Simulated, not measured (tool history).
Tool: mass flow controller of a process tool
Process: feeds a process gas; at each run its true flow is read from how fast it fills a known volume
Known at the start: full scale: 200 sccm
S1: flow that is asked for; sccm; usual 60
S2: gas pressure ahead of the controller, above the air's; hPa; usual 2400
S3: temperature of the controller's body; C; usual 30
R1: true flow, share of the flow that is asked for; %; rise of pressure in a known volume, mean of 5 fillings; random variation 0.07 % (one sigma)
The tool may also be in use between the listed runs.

{"run": 1, "hour": 0.0, "S1": 60, "S2": 2400, "S3": 30, "R1": 97.92}
{"run": 2, "hour": 57.5, "S1": 60, "S2": 2400, "S3": 30, "R1": 97.95}
{"run": 3, "hour": 115.9, "S1": 60, "S2": 2400, "S3": 35, "R1": 97.68}
{"run": 4, "hour": 170.2, "S1": 60, "S2": 2400, "S3": 35, "R1": 97.71}
{"run": 5, "hour": 275.5, "S1": 60, "S2": 2400, "S3": 30, "R1": 97.89}
{"run": 6, "hour": 372.1, "S1": 60, "S2": 1640, "S3": 30, "R1": 98.31}
{"run": 7, "hour": 483.3, "S1": 60, "S2": 2400, "S3": 30, "R1": 98.09}
{"run": 8, "hour": 598.3, "S1": 60, "S2": 2400, "S3": 30, "R1": 98.22}
{"run": 9, "hour": 670.2, "S1": 60, "S2": 2400, "S3": 23, "R1": 98.6}
{"run": 10, "hour": 785.5, "S1": 60, "S2": 2400, "S3": 23, "R1": 98.49}
{"run": 11, "hour": 850.7, "S1": 60, "S2": 2400, "S3": 23, "R1": 98.65}
{"run": 12, "hour": 950.7, "S1": 60, "S2": 2400, "S3": 23, "R1": 98.8}
{"run": 13, "hour": 1040.7, "S1": 60, "S2": 2400, "S3": 30, "R1": 98.42}

The next listed run, before its measurement:
{"run": 14, "hour": 1105.8, "S1": 60, "S2": 2400, "S3": 30, "R1": "?"}

{"run 14": {"R1": 98.32}}
Without the tool's hidden state the same run would have given R1 97.42 %.

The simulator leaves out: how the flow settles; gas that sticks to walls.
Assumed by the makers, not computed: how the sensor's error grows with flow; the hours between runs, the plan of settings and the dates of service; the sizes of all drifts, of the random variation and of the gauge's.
